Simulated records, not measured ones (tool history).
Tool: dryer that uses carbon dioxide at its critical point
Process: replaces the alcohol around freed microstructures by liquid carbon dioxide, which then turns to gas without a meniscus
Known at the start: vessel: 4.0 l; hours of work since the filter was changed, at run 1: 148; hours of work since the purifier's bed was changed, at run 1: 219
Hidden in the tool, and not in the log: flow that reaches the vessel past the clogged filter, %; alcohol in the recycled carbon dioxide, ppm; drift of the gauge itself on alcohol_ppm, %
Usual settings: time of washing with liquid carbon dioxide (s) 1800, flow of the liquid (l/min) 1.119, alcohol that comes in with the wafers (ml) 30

run,hour,time of washing with liquid carbon dioxide (s),flow of the liquid (l/min),alcohol that comes in with the wafers (ml),hours of work since the filter was changed,hours of work since the purifier's bed was changed,alcohol left in the vessel before it's heated (ppm by volume)
1,0,1800,1.119,30,148,219,33
2,14.7,1800,1.119,30,154,224,43
3,36.2,1800,1.119,30,161,231,34
4,55.2,1800,1.119,30,168,238,44
5,78.9,1800,1.119,30,176,247,46
6,105.3,1800,1.119,30,186,256,45
7,116.8,1800,1.119,30,190,260,46
8,142.4,1800,1.119,30,199,269,48
9,157.8,1800,1.119,30,204,274,48
10,178.3,1800,1.119,30,211,282,48
11,204.4,1800,1.119,30,221,291,55
12,227.5,1800,1.119,30,229,299,54
13,252.8,1800,1.35,30,238,308,43
14,273.6,1800,1.35,30,245,315,49
15,297.1,1800,1.35,30,253,324,53
16,319.5,1200,1.119,99,261,332,367
17,336.7,1200,1.119,99,267,338,393
18,360.8,1200,1.119,99,276,346,377
19,382.5,1500,0.71,22,284,354,251
20,407.5,1320,1.119,108,292,363,307
# hour 426.3: inlet filter changed
21,429.2,1800,0.9,68,1,370,135
22,454.2,2460,1.51,116,10,379,42
23,472,1680,1.119,74,16,385,79
24,488,1680,1.119,74,22,391,86
25,509.5,1620,1.71,38,29,398,51

3 ways to go on from here, each from the tool as it stands after run 25. What would each give?
A,525.2,1620,0.81,38,35,404,?
B,525.2,1620,1.6,38,35,404,?
C,525.2,1560,1.119,30,35,404,?

run,alcohol left in the vessel before it's heated (ppm by volume)
A,195
B,51
C,73
Without the tool's hidden state the same runs would have given:
run,alcohol left in the vessel before it's heated (ppm by volume)
A,142
B,2
C,22

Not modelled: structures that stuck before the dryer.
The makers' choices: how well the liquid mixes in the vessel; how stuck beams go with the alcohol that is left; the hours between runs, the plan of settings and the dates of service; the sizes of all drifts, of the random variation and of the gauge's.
